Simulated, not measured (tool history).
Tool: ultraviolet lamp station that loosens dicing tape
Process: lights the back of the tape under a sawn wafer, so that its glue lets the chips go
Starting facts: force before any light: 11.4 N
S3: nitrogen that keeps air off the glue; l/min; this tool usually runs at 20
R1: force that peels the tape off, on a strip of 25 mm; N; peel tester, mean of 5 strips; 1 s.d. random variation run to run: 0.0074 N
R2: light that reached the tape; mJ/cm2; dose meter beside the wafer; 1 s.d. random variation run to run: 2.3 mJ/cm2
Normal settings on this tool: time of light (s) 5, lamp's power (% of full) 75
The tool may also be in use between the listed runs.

run 1 hour=0.0 | time_of_light_(s)=5 lamp's_power_(%_of_full)=75 S3=20 | R1=0.279 R2=211
-- hour=15.2 lamp changed
run 2 hour=91.4 | time_of_light_(s)=3 lamp's_power_(%_of_full)=75 S3=20 | R1=0.871 R2=127
-- hour=132.0 window cleaned of glue's vapour
run 3 hour=140.5 | time_of_light_(s)=3 lamp's_power_(%_of_full)=72 S3=20 | R1=0.934 R2=122
run 4 hour=179.6 | time_of_light_(s)=3 lamp's_power_(%_of_full)=92 S3=20 | R1=0.537 R2=156
run 5 hour=271.2 | time_of_light_(s)=3 lamp's_power_(%_of_full)=92 S3=20 | R1=0.570 R2=156
run 6 hour=348.8 | time_of_light_(s)=3 lamp's_power_(%_of_full)=92 S3=20 | R1=0.534 R2=158
run 7 hour=404.9 | time_of_light_(s)=3 lamp's_power_(%_of_full)=92 S3=20 | R1=0.547 R2=156
run 8 hour=467.8 | time_of_light_(s)=6 lamp's_power_(%_of_full)=77 S3=8 | R1=0.289 R2=263
run 9 hour=522.5 | time_of_light_(s)=5 lamp's_power_(%_of_full)=63 S3=16 | R1=0.451 R2=177
run 10 hour=608.4 | time_of_light_(s)=8 lamp's_power_(%_of_full)=90 S3=9 | R1=0.174 R2=408
run 11 hour=669.3 | time_of_light_(s)=8 lamp's_power_(%_of_full)=90 S3=9 | R1=0.164 R2=408
run 12 hour=738.6 | time_of_light_(s)=3 lamp's_power_(%_of_full)=81 S3=32 | R1=0.593 R2=138

4 options for the next run, each taken on its own from the tool as it stands now. Forecast them:
run A hour=793.6 | time_of_light_(s)=3 lamp's_power_(%_of_full)=68 S3=17 | R1=? R2=?
run B hour=793.6 | time_of_light_(s)=5 lamp's_power_(%_of_full)=81 S3=26 | R1=? R2=?
run C hour=793.6 | time_of_light_(s)=5 lamp's_power_(%_of_full)=75 S3=20 | R1=? R2=?
run D hour=793.6 | time_of_light_(s)=2 lamp's_power_(%_of_full)=75 S3=20 | R1=? R2=?

run=A R1=1.209 R2=110
run=B R1=0.221 R2=231
run=C R1=0.270 R2=213
run=D R1=1.940 R2=85
Stripped of hidden state, with their random variation kept, the same runs would have yielded:
run=A R1=1.203 R2=110
run=B R1=0.220 R2=232
run=C R1=0.269 R2=213
run=D R1=1.932 R2=85
